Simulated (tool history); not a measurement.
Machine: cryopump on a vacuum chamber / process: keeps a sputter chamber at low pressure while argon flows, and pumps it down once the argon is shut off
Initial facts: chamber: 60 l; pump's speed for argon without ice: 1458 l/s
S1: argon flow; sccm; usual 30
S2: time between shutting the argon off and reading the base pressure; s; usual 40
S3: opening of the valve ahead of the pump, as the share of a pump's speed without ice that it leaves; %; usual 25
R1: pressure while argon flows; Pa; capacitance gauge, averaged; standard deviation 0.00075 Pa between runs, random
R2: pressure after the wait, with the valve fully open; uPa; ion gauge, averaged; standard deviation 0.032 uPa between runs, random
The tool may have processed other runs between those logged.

| run | hour | S1 | S2 | S3 | R1 | R2 |
|---|---|---|---|---|---|---|
| 1 | 0 | 30 | 40 | 25 | 0.143 | 3.02 |
| 2 | 8.9 | 30 | 40 | 25 | 0.142 | 3.08 |
| 3 | 22.2 | 30 | 40 | 25 | 0.1439 | 3.07 |
| 4 | 32.5 | 30 | 40 | 18 | 0.1991 | 3.19 |
| 5 | 42.1 | 30 | 40 | 18 | 0.1997 | 3.26 |
| 6 | 57 | 30 | 40 | 20 | 0.1793 | 3.14 |
| 7 | 63.8 | 30 | 40 | 20 | 0.1792 | 3.14 |
| 8 | 78.1 | 30 | 40 | 25 | 0.1463 | 3.26 |
| 9 | 89.8 | 33 | 40 | 25 | 0.1609 | 3.3 |
| 10 | 98.4 | 50 | 40 | 25 | 0.2446 | 3.3 |
| 11 | 112.9 | 50 | 40 | 16 | 0.3751 | 3.37 |
| 12 | 122.9 | 50 | 40 | 16 | 0.3747 | 3.32 |
| 13 | 133.1 | 33 | 237 | 22 | 0.183 | 2.24 |
| 14 | 148.6 | 33 | 237 | 22 | 0.1819 | 2.24 |
| 15 | 161.7 | 13 | 43 | 25 | 0.0653 | 3.38 |
| 16 | 169.2 | 13 | 43 | 25 | 0.0647 | 3.43 |
| 17 | 183.8 | 59 | 27 | 25 | 0.2959 | 4.25 |
| 18 | 199 | 27 | 21 | 49 | 0.0739 | 4.88 |
| 19 | 212.8 | 27 | 21 | 49 | 0.0746 | 5.04 |
| 20 | 224.7 | 27 | 21 | 49 | 0.0752 | 5.09 |
| 21 | 237.9 | 15 | 207 | 26 | 0.0735 | 2.57 |
| 22 | 252.2 | 30 | 67 | 24 | 0.1594 | 3.19 |
| 23 | 259.3 | 30 | 67 | 24 | 0.1595 | 3.23 |

Same runs, no hidden state in the tool, same run-to-run variation:
Unlogged tool condition in this case: pump's speed, % of a pump's without ice; cold plate's temperature, K; leak into the chamber, uPa l/s; drift of the gauge itself on working_pa, %; drift of the gauge itself on base_upa, %.
| run | R1 | R2 |
|---|---|---|
| 1 | 0.1391 | 1.6 |
| 2 | 0.1379 | 1.62 |
| 3 | 0.1394 | 1.59 |
| 4 | 0.1943 | 1.66 |
| 5 | 0.1945 | 1.68 |
| 6 | 0.1736 | 1.58 |
| 7 | 0.1733 | 1.58 |
| 8 | 0.1399 | 1.63 |
| 9 | 0.1534 | 1.62 |
| 10 | 0.2327 | 1.6 |
| 11 | 0.3624 | 1.64 |
| 12 | 0.3613 | 1.59 |
| 13 | 0.1737 | 0.45 |
| 14 | 0.1721 | 0.42 |
| 15 | 0.0612 | 1.53 |
| 16 | 0.0604 | 1.53 |
| 17 | 0.2752 | 2.31 |
| 18 | 0.0639 | 2.9 |
| 19 | 0.064 | 2.98 |
| 20 | 0.0641 | 2.99 |
| 21 | 0.067 | 0.48 |
| 22 | 0.1457 | 1.04 |
| 23 | 0.1455 | 1.03 |

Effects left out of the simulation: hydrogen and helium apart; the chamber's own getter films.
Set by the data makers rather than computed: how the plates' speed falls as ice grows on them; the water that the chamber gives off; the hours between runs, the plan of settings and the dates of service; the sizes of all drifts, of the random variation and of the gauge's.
